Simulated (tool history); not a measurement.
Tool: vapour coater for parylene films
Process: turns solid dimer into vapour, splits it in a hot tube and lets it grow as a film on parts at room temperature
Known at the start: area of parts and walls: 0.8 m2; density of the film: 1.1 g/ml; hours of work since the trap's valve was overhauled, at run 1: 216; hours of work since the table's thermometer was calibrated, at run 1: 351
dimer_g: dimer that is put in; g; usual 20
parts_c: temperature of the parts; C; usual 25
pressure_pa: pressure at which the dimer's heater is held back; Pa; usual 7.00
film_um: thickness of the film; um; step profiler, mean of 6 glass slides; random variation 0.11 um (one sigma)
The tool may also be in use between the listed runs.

| run | hour | dimer_g | parts_c | pressure_pa | hours of work since the trap's valve was overhauled | hours of work since the table's thermometer was calibrated | film_um |
|---|---|---|---|---|---|---|---|
| 1 | 0.0 | 20 | 25 | 7.00 | 216 | 351 | 12.45 |
| 2 | 15.7 | 20 | 25 | 7.00 | 224 | 359 | 12.32 |
| 3 | 33.4 | 20 | 25 | 7.00 | 233 | 369 | 12.14 |
| 4 | 45.2 | 20 | 25 | 7.00 | 240 | 375 | 12.34 |
| 5 | 63.5 | 20 | 25 | 7.00 | 249 | 385 | 12.14 |
| 6 | 84.0 | 20 | 25 | 7.00 | 260 | 396 | 12.11 |
| 7 | 96.4 | 20 | 25 | 7.00 | 267 | 402 | 12.06 |
|  | 107.3 | trap's valve overhauled |
| 8 | 115.0 | 20 | 25 | 7.00 | 4 | 410 | 13.48 |
| 9 | 130.7 | 15 | 25 | 7.00 | 12 | 418 | 10.09 |
| 10 | 145.8 | 11 | 25 | 7.00 | 20 | 426 | 7.36 |
| 11 | 155.7 | 11 | 25 | 7.00 | 26 | 432 | 7.35 |
| 12 | 176.0 | 11 | 25 | 7.00 | 36 | 442 | 7.23 |
| 13 | 185.2 | 11 | 25 | 7.00 | 41 | 447 | 7.25 |
| 14 | 195.3 | 11 | 25 | 7.00 | 47 | 453 | 7.25 |
| 15 | 206.3 | 11 | 25 | 7.00 | 53 | 459 | 7.35 |
| 16 | 217.5 | 24 | 25 | 6.61 | 58 | 464 | 16.17 |
| 17 | 231.3 | 20 | 25 | 7.00 | 66 | 472 | 13.32 |
| 18 | 241.7 | 20 | 25 | 7.00 | 71 | 477 | 13.20 |
| 19 | 258.1 | 13 | 23 | 4.04 | 80 | 486 | 10.27 |

Forecast each of these 3 alternatives for the next run:
| A | 267.8 | 12 | 25 | 7.00 | 85 | 491 | ? |
| B | 267.8 | 15 | 28 | 4.04 | 85 | 491 | ? |
| C | 267.8 | 20 | 25 | 11.60 | 85 | 491 | ? |

| run | film_um |
|---|---|
| A | 7.81 |
| B | 9.31 |
| C | 11.77 |
Without the tool's hidden state the same runs would have given:
| run | film_um |
|---|---|
| A | 8.32 |
| B | 9.91 |
| C | 12.54 |
